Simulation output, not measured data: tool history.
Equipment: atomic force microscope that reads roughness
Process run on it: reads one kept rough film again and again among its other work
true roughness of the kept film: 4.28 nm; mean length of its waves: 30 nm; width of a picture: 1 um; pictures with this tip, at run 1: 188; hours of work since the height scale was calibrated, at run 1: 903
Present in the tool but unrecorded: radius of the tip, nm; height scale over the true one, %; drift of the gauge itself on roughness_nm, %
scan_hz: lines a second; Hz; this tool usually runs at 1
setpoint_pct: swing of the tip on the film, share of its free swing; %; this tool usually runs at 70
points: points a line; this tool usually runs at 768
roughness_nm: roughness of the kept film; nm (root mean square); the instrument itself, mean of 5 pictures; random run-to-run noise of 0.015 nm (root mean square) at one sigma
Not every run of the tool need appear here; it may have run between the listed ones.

run	day	scan_hz	setpoint_pct	points	pictures with this tip	hours of work since the height scale was calibrated	roughness_nm
1	0	1	70	768	188	903	3.22
2	1.288	1	70	622	238	921	3.073
3	2.804	1	70	622	297	944	2.918
# day 3.096: new tip fitted
4	3.938	1	70	622	33	960	3.646
5	4.858	1	70	622	69	973	3.491
6	6.012	1.08	70	768	113	990	3.314
7	7.604	1.08	70	768	175	1013	3.155
8	8.529	1	70	768	211	1027	3.095
9	9.525	1	70	768	249	1042	3.003
# day 11.092: new tip fitted
10	11.208	1	70	768	4	1066	3.715
11	13.096	1	70	768	78	1093	3.47
12	14.321	1	70	631	125	1111	3.321
13	15.912	3.82	63	1015	187	1135	2.931
14	17.192	3.82	58	275	236	1153	2.855
15	18.758	3.82	58	275	297	1176	2.708
# day 19.104: new tip fitted
16	20.383	3.82	58	275	50	1200	3.349
17	21.983	2.88	70	723	112	1223	3.047
18	23.371	0.69	74	768	165	1243	3.213
19	24.546	0.69	67	1017	211	1261	3.154
20	25.754	0.84	57	611	258	1278	3.072
21	26.7	3.58	57	286	294	1292	2.761
# day 27.046: new tip fitted
22	27.85	0.54	86	401	31	1309	3.58
23	29.254	1.52	86	829	85	1329	3.039

Here are 3 independent what-if runs from the current tool condition. What would each one return?
A	30.588	1	65	295	137	1349	?
B	30.588	2.85	70	558	137	1349	?
C	30.588	0.83	82	559	137	1349	?

run	roughness_nm
A	3.297
B	2.974
C	3.195
Take away the tool's hidden state, keep each run's random variation, and the runs would have read:
run	roughness_nm
A	3.685
B	3.324
C	3.571

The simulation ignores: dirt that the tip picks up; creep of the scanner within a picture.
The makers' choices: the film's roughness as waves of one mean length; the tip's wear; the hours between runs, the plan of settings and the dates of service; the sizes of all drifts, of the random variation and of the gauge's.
